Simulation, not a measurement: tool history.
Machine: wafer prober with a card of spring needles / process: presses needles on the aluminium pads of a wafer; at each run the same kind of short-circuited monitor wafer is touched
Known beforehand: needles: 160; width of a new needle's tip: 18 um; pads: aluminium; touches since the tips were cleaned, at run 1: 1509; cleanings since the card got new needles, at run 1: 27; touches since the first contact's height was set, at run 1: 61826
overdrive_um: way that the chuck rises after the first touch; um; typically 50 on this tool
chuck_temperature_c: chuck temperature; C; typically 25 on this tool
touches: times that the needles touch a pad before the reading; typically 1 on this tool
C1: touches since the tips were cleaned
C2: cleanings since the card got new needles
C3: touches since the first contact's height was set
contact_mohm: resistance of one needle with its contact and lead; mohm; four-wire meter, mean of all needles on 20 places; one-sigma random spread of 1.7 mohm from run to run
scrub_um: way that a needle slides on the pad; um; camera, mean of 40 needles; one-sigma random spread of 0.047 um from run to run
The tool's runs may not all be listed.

run 1 hour=0 | overdrive_um=50 chuck_temperature_c=25 touches=1 | C1=1509 C2=27 C3=61826 | contact_mohm=282 scrub_um=6.53
-- hour=1.9 tips cleaned on abrasive film
-- hour=5.5 tips cleaned on abrasive film
-- hour=10 tips cleaned on abrasive film
-- hour=13.7 tips cleaned on abrasive film
-- hour=18.2 tips cleaned on abrasive film
-- hour=21.9 tips cleaned on abrasive film
-- hour=25.5 tips cleaned on abrasive film
-- hour=30 tips cleaned on abrasive film
run 2 hour=32.8 | overdrive_um=50 chuck_temperature_c=25 touches=1 | C1=1576 C2=35 C3=80031 | contact_mohm=314 scrub_um=6.32
-- hour=33.8 tips cleaned on abrasive film
-- hour=37.4 tips cleaned on abrasive film
-- hour=41.1 tips cleaned on abrasive film
-- hour=45.6 tips cleaned on abrasive film
-- hour=49.3 tips cleaned on abrasive film
-- hour=52.9 tips cleaned on abrasive film
-- hour=57.4 tips cleaned on abrasive film
-- hour=62 tips cleaned on abrasive film
-- hour=66.5 tips cleaned on abrasive film
-- hour=70.1 tips cleaned on abrasive film
run 3 hour=73.4 | overdrive_um=50 chuck_temperature_c=25 touches=1 | C1=1842 C2=45 C3=102534 | contact_mohm=340 scrub_um=6.19
-- hour=74.4 tips cleaned on abrasive film
-- hour=78.9 tips cleaned on abrasive film
-- hour=82.5 tips cleaned on abrasive film
-- hour=82.8 height of the first contact set anew
-- hour=86.5 tips cleaned on abrasive film
-- hour=90.1 tips cleaned on abrasive film
-- hour=93.8 tips cleaned on abrasive film
-- hour=98.3 tips cleaned on abrasive film
run 4 hour=100.9 | overdrive_um=50 chuck_temperature_c=25 touches=1 | C1=1487 C2=52 C3=10054 | contact_mohm=299 scrub_um=6.86
-- hour=102.8 tips cleaned on abrasive film
-- hour=107.3 tips cleaned on abrasive film
-- hour=111 tips cleaned on abrasive film
-- hour=114.6 tips cleaned on abrasive film
-- hour=119.1 tips cleaned on abrasive film
-- hour=122.8 tips cleaned on abrasive film
run 5 hour=125.7 | overdrive_um=50 chuck_temperature_c=25 touches=2 | C1=1668 C2=58 C3=23818 | contact_mohm=260 scrub_um=6.7
-- hour=126.7 tips cleaned on abrasive film
-- hour=131.2 tips cleaned on abrasive film
-- hour=135.8 tips cleaned on abrasive film
-- hour=140.3 tips cleaned on abrasive film
run 6 hour=142.8 | overdrive_um=32 chuck_temperature_c=25 touches=2 | C1=1426 C2=62 C3=33308 | contact_mohm=367 scrub_um=4.27
-- hour=144.7 tips cleaned on abrasive film
-- hour=148.3 tips cleaned on abrasive film
-- hour=152 tips cleaned on abrasive film
-- hour=156.5 tips cleaned on abrasive film
-- hour=160.1 tips cleaned on abrasive film
-- hour=164.7 tips cleaned on abrasive film
-- hour=168.3 tips cleaned on abrasive film
-- hour=172 tips cleaned on abrasive film
-- hour=176.5 tips cleaned on abrasive film
-- hour=181 tips cleaned on abrasive film
run 7 hour=183.9 | overdrive_um=50 chuck_temperature_c=25 touches=3 | C1=1610 C2=72 C3=56084 | contact_mohm=234 scrub_um=6.56
-- hour=184.8 tips cleaned on abrasive film
-- hour=188.5 tips cleaned on abrasive film
-- hour=192.1 tips cleaned on abrasive film
-- hour=196.7 tips cleaned on abrasive film
-- hour=200.3 tips cleaned on abrasive film
-- hour=204 tips cleaned on abrasive film
-- hour=207.6 tips cleaned on abrasive film
run 8 hour=208.8 | overdrive_um=50 chuck_temperature_c=25 touches=3 | C1=696 C2=79 C3=69883 | contact_mohm=205 scrub_um=6.55
-- hour=211.6 tips cleaned on abrasive film
-- hour=215.2 tips cleaned on abrasive film
-- hour=219.8 tips cleaned on abrasive film
-- hour=223.4 tips cleaned on abrasive film
-- hour=227.9 tips cleaned on abrasive film
run 9 hour=228.4 | overdrive_um=50 chuck_temperature_c=95 touches=1 | C1=263 C2=84 C3=80728 | contact_mohm=234 scrub_um=6.51
-- hour=232 tips cleaned on abrasive film
-- hour=236.6 tips cleaned on abrasive film
-- hour=239.3 tips cleaned on abrasive film, once more
-- hour=243 tips cleaned on abrasive film
-- hour=246.6 tips cleaned on abrasive film
-- hour=250.3 tips cleaned on abrasive film
run 10 hour=252.4 | overdrive_um=50 chuck_temperature_c=95 touches=1 | C1=1217 C2=90 C3=94041 | contact_mohm=314 scrub_um=6.39

Run 11 has not been measured yet. What should we expect?
-- hour=254.3 tips cleaned on abrasive film
-- hour=257.9 tips cleaned on abrasive film
-- hour=261.6 tips cleaned on abrasive film
-- hour=266.1 tips cleaned on abrasive film
-- hour=270.6 tips cleaned on abrasive film
-- hour=275.2 tips cleaned on abrasive film
-- hour=277.2 height of the first contact set anew
-- hour=279.1 tips cleaned on abrasive film
-- hour=283.6 tips cleaned on abrasive film
-- hour=287.3 tips cleaned on abrasive film
-- hour=291.8 tips cleaned on abrasive film
run 11 hour=293.8 | overdrive_um=69 chuck_temperature_c=25 touches=1 | C1=1108 C2=100 C3=9171 | contact_mohm=? scrub_um=?

For run 11 the tool returned contact_mohm 223 mohm, scrub_um 9.41 um.
Were there no unlogged condition in the tool, this run, its random variation unchanged, would have produced contact_mohm 168 mohm, scrub_um 9.45 um.
